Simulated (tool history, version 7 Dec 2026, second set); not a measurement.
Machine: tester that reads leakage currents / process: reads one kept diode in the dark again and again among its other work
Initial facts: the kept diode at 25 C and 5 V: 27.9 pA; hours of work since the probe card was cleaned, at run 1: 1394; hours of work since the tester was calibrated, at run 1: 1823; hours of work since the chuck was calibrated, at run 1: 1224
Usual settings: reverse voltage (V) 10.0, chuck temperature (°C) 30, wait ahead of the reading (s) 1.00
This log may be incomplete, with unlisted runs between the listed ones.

run	hour	reverse voltage (V)	chuck temperature (°C)	wait ahead of the reading (s)	hours of work since the probe card was cleaned	hours of work since the tester was calibrated	hours of work since the chuck was calibrated	current that the tester gives (pA)
1	0.0	10.0	30	1.00	1394	1823	1224	55.64
2	89.6	10.0	30	1.00	1437	1866	1267	55.31
3	156.1	10.0	30	1.00	1469	1898	1299	55.41
# hour 238.9: chuck's temperature calibrated
4	239.0	1.2	30	1.00	1508	1937	0	21.58
5	345.1	1.2	30	1.00	1559	1988	51	21.69
6	472.4	10.0	30	0.59	1621	2049	112	55.61
# hour 504.4: tester calibrated
7	604.9	10.0	30	0.59	1683	48	175	55.59
8	731.7	10.0	30	1.00	1744	109	236	55.28
9	787.6	10.0	30	1.00	1771	136	263	55.31
10	850.6	10.0	21	1.00	1802	167	294	28.88
11	973.9	10.0	21	0.54	1861	226	353	29.48
12	1035.3	10.0	30	2.10	1891	256	382	55.01
13	1127.1	10.0	30	2.10	1935	300	427	55.01
14	1250.7	10.0	30	2.10	1994	359	486	55.09
15	1324.2	10.0	30	1.00	2030	395	522	55.07
16	1390.0	10.0	30	1.00	2061	426	553	55.31
17	1454.4	10.0	30	1.00	2092	457	584	55.18
18	1514.8	10.0	30	1.00	2122	487	613	55.19
19	1642.8	2.4	24	0.40	2183	548	675	19.34
20	1773.1	11.6	30	0.65	2246	611	738	59.74
21	1877.3	10.0	36	1.74	2296	661	788	83.24
22	1985.4	8.5	27	0.88	2348	713	840	41.68
23	2108.7	8.5	27	0.88	2407	772	899	41.47
24	2206.8	5.4	57	7.78	2455	820	947	243.19
25	2314.3	6.4	25	5.29	2506	871	998	31.53
# hour 2390.4: probe card cleaned and baked
26	2390.4	2.6	36	1.01	0	907	1033	46.14
27	2507.8	2.6	36	1.01	57	963	1090	46.03
28	2624.5	2.9	56	0.66	113	1019	1146	174.77
29	2755.8	2.9	56	0.66	176	1083	1209	175.17
30	2821.4	2.9	56	0.46	207	1114	1241	175.26
31	2921.0	10.0	51	1.00	255	1162	1289	221.04
32	2979.4	10.0	57	0.40	284	1190	1317	319.64
# hour 3020.6: chuck's temperature calibrated
33	3104.9	10.0	57	0.40	343	1250	41	319.87

Hidden condition of the tool, last listed run before each entry between runs versus first listed run after:
From run 3 to run 4: chuck's temperature calibrated (hour 238.9)
  true chuck temperature over the reading, C: 0.01 -> 0
From run 6 to run 7: tester calibrated (hour 504.4)
  current scale over the true one, %: -0.01 -> 0
From run 25 to run 26: probe card cleaned and baked (hour 2390.4)
  stray current of the dirty probe card, pA a volt: 0.027 -> 0.02
From run 32 to run 33: chuck's temperature calibrated (hour 3020.6)
  true chuck temperature over the reading, C: 0.01 -> 0
